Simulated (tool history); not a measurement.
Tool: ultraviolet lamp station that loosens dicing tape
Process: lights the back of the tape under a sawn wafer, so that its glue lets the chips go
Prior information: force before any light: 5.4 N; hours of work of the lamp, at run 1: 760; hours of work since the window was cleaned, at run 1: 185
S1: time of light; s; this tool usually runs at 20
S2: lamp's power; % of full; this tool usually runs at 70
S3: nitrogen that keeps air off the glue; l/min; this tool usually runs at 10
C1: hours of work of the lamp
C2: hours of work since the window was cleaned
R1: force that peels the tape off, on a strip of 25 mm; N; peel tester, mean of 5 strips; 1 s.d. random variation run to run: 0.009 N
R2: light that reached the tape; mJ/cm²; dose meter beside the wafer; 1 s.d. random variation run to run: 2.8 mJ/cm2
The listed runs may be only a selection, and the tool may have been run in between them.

run	day	S1	S2	S3	C1	C2	R1	R2
1	0	20	70	10	760	185	0.579	307
2	1.179	20	70	10	777	203	0.598	308
# day 1.75: window cleaned of glue's vapour
3	2.488	20	70	10	796	11	0.668	285
4	3.154	20	70	10	806	21	0.661	283
5	3.838	20	70	8	816	31	0.791	278
6	4.779	20	70	10	830	45	0.697	269
7	5.583	20	70	10	842	57	0.705	272
8	6.717	20	70	16	859	74	0.543	271
9	7.742	19	70	4	874	89	1.338	254
10	8.654	13	99	18	888	102	0.595	243
11	9.458	35	64	4	899	114	0.636	417
# day 9.717: window cleaned of glue's vapour, once more
12	10.404	13	70	17	913	10	0.739	219
13	11.633	13	70	17	931	28	0.766	217
14	12.3	38	70	10	941	38	0.206	628
15	13.442	17	94	4	958	55	0.802	370

Branching from run 15: 4 alternative next runs. What would each branch give?
A	14.279	20	70	9	971	68	?	?
B	14.279	20	72	10	971	68	?	?
C	14.279	20	70	10	971	68	?	?
D	14.279	13	68	10	971	68	?	?

run	R1	R2
A	0.569	320
B	0.48	329
C	0.551	318
D	1.145	202
What these runs would have given with no unlogged condition in the tool:
run	R1	R2
A	0.402	390
B	0.343	401
C	0.391	388
D	0.847	247

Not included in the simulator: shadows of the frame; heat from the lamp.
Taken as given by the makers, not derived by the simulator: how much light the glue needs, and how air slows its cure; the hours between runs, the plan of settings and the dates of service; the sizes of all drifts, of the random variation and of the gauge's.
